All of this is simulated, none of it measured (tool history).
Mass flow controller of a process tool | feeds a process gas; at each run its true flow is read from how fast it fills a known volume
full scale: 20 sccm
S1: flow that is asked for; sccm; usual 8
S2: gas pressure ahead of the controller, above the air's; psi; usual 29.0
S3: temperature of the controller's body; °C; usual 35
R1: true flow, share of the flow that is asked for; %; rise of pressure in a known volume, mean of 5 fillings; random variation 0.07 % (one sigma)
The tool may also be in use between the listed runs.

Run 1, hour 0.0: usual settings. Result: R1 97.85 %.
Run 2, hour 293.4: usual settings. Result: R1 98.04 %.
Run 3, hour 604.1: usual settings but S1 7 sccm. Result: R1 97.67 %.
Run 4, hour 920.9: usual settings. Result: R1 97.67 %.
Run 5, hour 1373.4: usual settings but S3 32 °C. Result: R1 97.66 %.
Run 6, hour 1628.8: usual settings. Result: R1 97.46 %.
At hour 1984.5: controller exchanged for a calibrated one.
Run 7, hour 2041.0: usual settings but S2 33.4 psi. Result: R1 97.01 %.
Run 8, hour 2304.7: usual settings but S2 33.4 psi. Result: R1 96.97 %.
Run 9, hour 2524.1: usual settings but S2 33.4 psi. Result: R1 96.73 %.
Run 10, hour 2744.4: usual settings. Result: R1 97.00 %.
Run 11, hour 3084.0: usual settings but S2 27.3 psi, S3 28 °C. Result: R1 97.15 %.
Run 12, hour 3453.8: usual settings but S1 19 sccm, S2 27.3 psi, S3 28 °C. Result: R1 98.59 %.
Run 13, hour 3769.4: usual settings but S1 19 sccm, S2 27.3 psi, S3 28 °C. Result: R1 98.45 %.
Run 14, hour 4106.8: usual settings but S2 38.0 psi. Result: R1 96.21 %.
Run 15, hour 4397.1: usual settings but S2 38.0 psi. Result: R1 95.85 %.
Run 16, hour 4856.0: usual settings but S2 38.0 psi. Result: R1 95.77 %.
Run 17, hour 5086.5: usual settings but S1 18 sccm, S3 29 °C. Result: R1 97.69 %.
At hour 5207.1: gauge calibrated.
Run 18, hour 5422.9: usual settings but S1 18 sccm, S3 29 °C. Result: R1 99.58 %.
Run 19, hour 5861.1: usual settings but S1 5 sccm, S2 25.8 psi, S3 22 °C. Result: R1 97.88 %.
Run 20, hour 6349.5: usual settings but S1 5 sccm, S2 25.8 psi, S3 22 °C. Result: R1 97.82 %.

5 ways to go on from here, each from the tool as it stands after run 20. What would each give?
Run A, hour 6823.0: usual settings but S1 5 sccm, S2 34.1 psi, S3 25 °C. Result: R1 ?.
Run B, hour 6823.0: usual settings but S2 25.1 psi, S3 37 °C. Result: R1 ?.
Run C, hour 6823.0: usual settings but S1 5 sccm, S2 25.5 psi, S3 32 °C. Result: R1 ?.
Run D, hour 6823.0: usual settings but S1 4 sccm, S2 33.2 psi, S3 22 °C. Result: R1 ?.
Run E, hour 6823.0: usual settings but S1 3 sccm, S2 22.2 psi, S3 28 °C. Result: R1 ?.

run     R1
  A  97.17
  B  97.56
  C  97.33
  D  97.09
  E  97.19
Without the tool's hidden state the same runs would have given:
run     R1
  A  97.74
  B  98.13
  C  97.90
  D  97.65
  E  97.76
